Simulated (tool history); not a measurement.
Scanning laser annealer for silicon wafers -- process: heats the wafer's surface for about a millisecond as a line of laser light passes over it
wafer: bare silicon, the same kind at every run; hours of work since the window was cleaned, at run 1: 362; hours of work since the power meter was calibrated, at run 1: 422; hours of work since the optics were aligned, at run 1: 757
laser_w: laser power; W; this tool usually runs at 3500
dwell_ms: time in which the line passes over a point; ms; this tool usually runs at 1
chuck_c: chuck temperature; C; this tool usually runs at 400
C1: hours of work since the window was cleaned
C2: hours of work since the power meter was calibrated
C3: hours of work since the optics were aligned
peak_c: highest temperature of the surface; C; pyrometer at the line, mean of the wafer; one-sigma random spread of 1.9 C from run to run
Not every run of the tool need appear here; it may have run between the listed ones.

Run 1, hour 0: usual settings; C1 362; C2 422; C3 757. Result: peak_c 1170 C.
Run 2, hour 10.8: usual settings; C1 370; C2 431; C3 766. Result: peak_c 1176 C.
Run 3, hour 27.4: usual settings; C1 383; C2 444; C3 779. Result: peak_c 1173 C.
Run 4, hour 49.2: usual settings; C1 401; C2 462; C3 796. Result: peak_c 1168 C.
Run 5, hour 60.9: usual settings but chuck_c 384 C; C1 410; C2 471; C3 806. Result: peak_c 1155 C.
Run 6, hour 75.7: usual settings but chuck_c 384 C; C1 422; C2 483; C3 817. Result: peak_c 1153 C.
Run 7, hour 96: usual settings; C1 438; C2 499; C3 833. Result: peak_c 1168 C.
Run 8, hour 117.5: usual settings; C1 455; C2 516; C3 850. Result: peak_c 1170 C.
Run 9, hour 132.8: usual settings but chuck_c 406 C; C1 467; C2 528; C3 863. Result: peak_c 1175 C.
Run 10, hour 144.1: usual settings but laser_w 3459 W, dwell_ms 0.94 ms; C1 476; C2 537; C3 872. Result: peak_c 1131 C.
Run 11, hour 167.4: usual settings but laser_w 3388 W, dwell_ms 0.89 ms, chuck_c 414 C; C1 495; C2 555; C3 890. Result: peak_c 1113 C.
Run 12, hour 177.7: usual settings but laser_w 3766 W, dwell_ms 1.22 ms, chuck_c 388 C; C1 503; C2 563; C3 898. Result: peak_c 1304 C.
Run 13, hour 197.6: usual settings but laser_w 3766 W, dwell_ms 1.22 ms, chuck_c 388 C; C1 518; C2 579; C3 914. Result: peak_c 1305 C.
Run 14, hour 208: usual settings but laser_w 3766 W, dwell_ms 1.22 ms, chuck_c 388 C; C1 527; C2 587; C3 922. Result: peak_c 1306 C.
Run 15, hour 229.7: usual settings but laser_w 3474 W, dwell_ms 1.13 ms, chuck_c 419 C; C1 544; C2 605; C3 940. Result: peak_c 1236 C.

For each run, the measured value with the value that run would have given without the tool's hidden condition subtracted. The run-to-run variation is shared by both, the gauge scatter possibly not:
What the log doesn't record here: light that passes the window, % of a clean one's; laser's true power over the reading, %; width of the line over the set one, %; drift of the gauge itself on peak_c, C.
run  peak_c
  1     -17
  2     -19
  3     -19
  4     -19
  5     -19
  6     -20
  7     -21
  8     -22
  9     -22
 10     -21
 11     -21
 12     -28
 13     -29
 14     -30
 15     -27

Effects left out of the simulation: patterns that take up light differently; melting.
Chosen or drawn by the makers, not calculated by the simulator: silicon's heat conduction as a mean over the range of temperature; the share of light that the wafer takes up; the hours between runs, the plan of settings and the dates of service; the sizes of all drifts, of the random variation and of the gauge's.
